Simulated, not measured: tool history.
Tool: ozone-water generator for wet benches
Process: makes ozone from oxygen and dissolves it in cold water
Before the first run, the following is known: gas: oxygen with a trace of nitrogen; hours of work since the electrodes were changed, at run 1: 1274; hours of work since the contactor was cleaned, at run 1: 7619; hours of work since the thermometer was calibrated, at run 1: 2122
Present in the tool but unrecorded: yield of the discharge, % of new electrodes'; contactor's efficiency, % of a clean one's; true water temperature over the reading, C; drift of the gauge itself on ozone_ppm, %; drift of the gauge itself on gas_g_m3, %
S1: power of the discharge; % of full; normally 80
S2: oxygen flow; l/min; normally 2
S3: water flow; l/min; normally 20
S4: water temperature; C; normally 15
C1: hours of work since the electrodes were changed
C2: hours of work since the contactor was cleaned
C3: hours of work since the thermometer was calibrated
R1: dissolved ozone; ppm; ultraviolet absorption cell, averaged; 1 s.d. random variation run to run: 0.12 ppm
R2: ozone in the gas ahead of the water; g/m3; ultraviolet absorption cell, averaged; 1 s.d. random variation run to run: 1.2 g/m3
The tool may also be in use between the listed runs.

| run | hour | S1 | S2 | S3 | S4 | C1 | C2 | C3 | R1 | R2 |
|---|---|---|---|---|---|---|---|---|---|---|
| 1 | 0 | 80 | 2 | 20 | 15 | 1274 | 7619 | 2122 | 10 | 203.8 |
| 2 | 172.3 | 80 | 2 | 20 | 15 | 1380 | 7724 | 2227 | 9.9 | 205.1 |
| 3 | 247.7 | 80 | 2 | 20 | 15 | 1426 | 7770 | 2273 | 9.9 | 203.5 |
| 4 | 349.3 | 80 | 2 | 20 | 15 | 1488 | 7832 | 2335 | 10.1 | 205.3 |
| 5 | 447.9 | 80 | 2 | 20 | 15 | 1548 | 7892 | 2395 | 9.9 | 203.3 |
| 6 | 567.6 | 80 | 2 | 20 | 15 | 1621 | 7965 | 2468 | 9.9 | 204.2 |
| 7 | 722.9 | 80 | 2 | 20 | 15 | 1716 | 8060 | 2563 | 9.9 | 203.3 |
| 8 | 822.9 | 80 | 2 | 20 | 15 | 1777 | 8121 | 2624 | 9.7 | 203 |
| 9 | 932 | 80 | 2 | 20 | 15 | 1843 | 8187 | 2691 | 9.9 | 201.7 |
| 10 | 1013.8 | 80 | 2 | 20 | 14 | 1893 | 8237 | 2741 | 9.9 | 203.3 |
| 11 | 1093.3 | 80 | 2 | 20 | 15 | 1942 | 8286 | 2789 | 9.8 | 200.9 |
| 12 | 1176.7 | 80 | 2 | 18 | 11 | 1992 | 8336 | 2840 | 11.1 | 202.4 |
|  | 1188.1 | contactor cleaned |
| 13 | 1332.2 | 80 | 2 | 18 | 11 | 2085 | 88 | 2932 | 12 | 202.8 |
| 14 | 1426.3 | 80 | 1.55 | 27 | 15 | 2142 | 145 | 2990 | 7.4 | 239 |
| 15 | 1575.6 | 80 | 1.55 | 27 | 12 | 2233 | 236 | 3081 | 7.4 | 238.9 |
| 16 | 1727.5 | 50 | 1.33 | 27 | 12 | 2326 | 329 | 3174 | 5.3 | 188.2 |
| 17 | 1890.6 | 49 | 2.74 | 15 | 15 | 2426 | 429 | 3273 | 10.1 | 113.5 |
| 18 | 1991.9 | 92 | 2 | 12 | 15 | 2487 | 490 | 3335 | 18.9 | 221.6 |
| 19 | 2155.4 | 92 | 2 | 12 | 15 | 2587 | 590 | 3435 | 19.3 | 221.5 |
| 20 | 2267.9 | 63 | 2 | 30 | 15 | 2656 | 659 | 3503 | 5.6 | 168.2 |
| 21 | 2351.1 | 80 | 2 | 25 | 21 | 2707 | 710 | 3554 | 7.9 | 199.4 |
| 22 | 2443.1 | 59 | 2 | 20 | 21 | 2763 | 766 | 3610 | 8 | 161.9 |

Had the tool no unlogged condition, and each run kept its random variation, what would the results have been?
| run | R1 | R2 |
|---|---|---|
| 1 | 11.3 | 211 |
| 2 | 11.2 | 212.7 |
| 3 | 11.2 | 211.4 |
| 4 | 11.5 | 213.5 |
| 5 | 11.3 | 211.7 |
| 6 | 11.4 | 212.9 |
| 7 | 11.4 | 212.4 |
| 8 | 11.1 | 212.5 |
| 9 | 11.4 | 211.4 |
| 10 | 11.4 | 213.2 |
| 11 | 11.3 | 210.9 |
| 12 | 12.8 | 212.7 |
| 13 | 12.7 | 213.6 |
| 14 | 7.8 | 252 |
| 15 | 7.9 | 252.5 |
| 16 | 5.6 | 195.8 |
| 17 | 10.6 | 118.1 |
| 18 | 20.3 | 236.8 |
| 19 | 20.8 | 237.2 |
| 20 | 6 | 177.6 |
| 21 | 8.6 | 212.9 |
| 22 | 8.5 | 170.7 |

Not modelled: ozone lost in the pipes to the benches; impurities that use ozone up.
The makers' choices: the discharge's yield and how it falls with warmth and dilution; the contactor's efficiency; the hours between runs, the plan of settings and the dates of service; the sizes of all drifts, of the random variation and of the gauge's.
